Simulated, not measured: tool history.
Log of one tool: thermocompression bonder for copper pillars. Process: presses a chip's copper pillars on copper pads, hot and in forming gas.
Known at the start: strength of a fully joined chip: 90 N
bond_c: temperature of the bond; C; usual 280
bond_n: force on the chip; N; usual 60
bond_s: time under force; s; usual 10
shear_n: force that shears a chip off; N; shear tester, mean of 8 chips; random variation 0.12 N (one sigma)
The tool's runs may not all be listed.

run,hour,bond_c,bond_n,bond_s,shear_n
1,0,280,60,10,33.9
2,32.2,280,60,9,32.4
3,56.6,280,60,9,32.3
4,86.2,280,60,10,33.7
5,109.7,301,60,10,44.3
6,145.7,300,60,10,43.6
7,169.7,300,60,10,43.5
8,190.5,262,60,10,25.3
9,231.8,280,60,13,36.9
# hour 244.3: forming gas filter changed
10,263.6,280,60,10,34
11,300.8,280,87,10,49.2
12,343.4,280,87,10,49.1
13,373.1,280,87,10,48.5
14,403,280,87,10,48.9
15,436.1,280,87,10,48.6
16,463.6,280,87,10,48.6
# hour 475.7: force cell calibrated
17,488.3,280,87,10,47.2
18,520.2,280,87,10,47.1
19,544.2,280,60,15,37.9
20,571.1,280,60,12,34.8
21,598.4,280,60,12,34.6
22,636.9,263,61,6,20.2
23,656.6,272,56,20,34.7
# hour 670.2: forming gas filter changed
24,693.5,288,88,16,60.3
25,724.9,264,57,26,35.6
26,762.4,272,70,26,48.5
27,797.8,276,65,10,33.6
28,839.7,276,41,10,19.9
29,861.2,256,65,10,24.1
30,904.6,256,65,10,24.1
31,935.4,256,65,10,24.1
32,963.6,278,63,21,43.7
33,997.1,278,63,21,43.3
34,1034.8,256,54,26,28.8
35,1075.2,259,71,10,27.8
# hour 1092.6: forming gas filter changed
36,1098.9,265,71,28,46
37,1132.3,265,71,28,45.8
38,1156.1,284,86,14,54.8
39,1197.8,257,49,13,19.7
40,1226.2,267,72,20,42.2

Hidden state or all else? Some run-to-run changes of shear_n, split into what the settings, what came in and random variation would give without the hidden state, and what is left for the hidden state (with any gauge scatter that isn't in both results):
The hidden state here: true temperature of the bond over the reading, C; force that reaches the chip, % of what is set; oxide that the forming gas leaves, % of the face; drift of the gauge itself on shear_n, %.
Run 9 -> 10: bond_s 13 -> 10, forming gas filter changed. shear_n -2.9 N: hidden state +0.8, all else -3.7.
Run 16 -> 17: force cell calibrated. shear_n -1.4 N: hidden state -1.5, all else +0.1.
Run 23 -> 24: bond_c 272 -> 288, bond_n 56 -> 88, bond_s 20 -> 16, forming gas filter changed. shear_n +25.6 N: hidden state +0.7, all else +24.9.
Run 24 -> 25: bond_c 288 -> 264, bond_n 88 -> 57, bond_s 16 -> 26. shear_n -24.7 N: hidden state +0.1, all else -24.8.
Run 38 -> 39: bond_c 284 -> 257, bond_n 86 -> 49, bond_s 14 -> 13. shear_n -35.1 N: hidden state +0.3, all else -35.4.

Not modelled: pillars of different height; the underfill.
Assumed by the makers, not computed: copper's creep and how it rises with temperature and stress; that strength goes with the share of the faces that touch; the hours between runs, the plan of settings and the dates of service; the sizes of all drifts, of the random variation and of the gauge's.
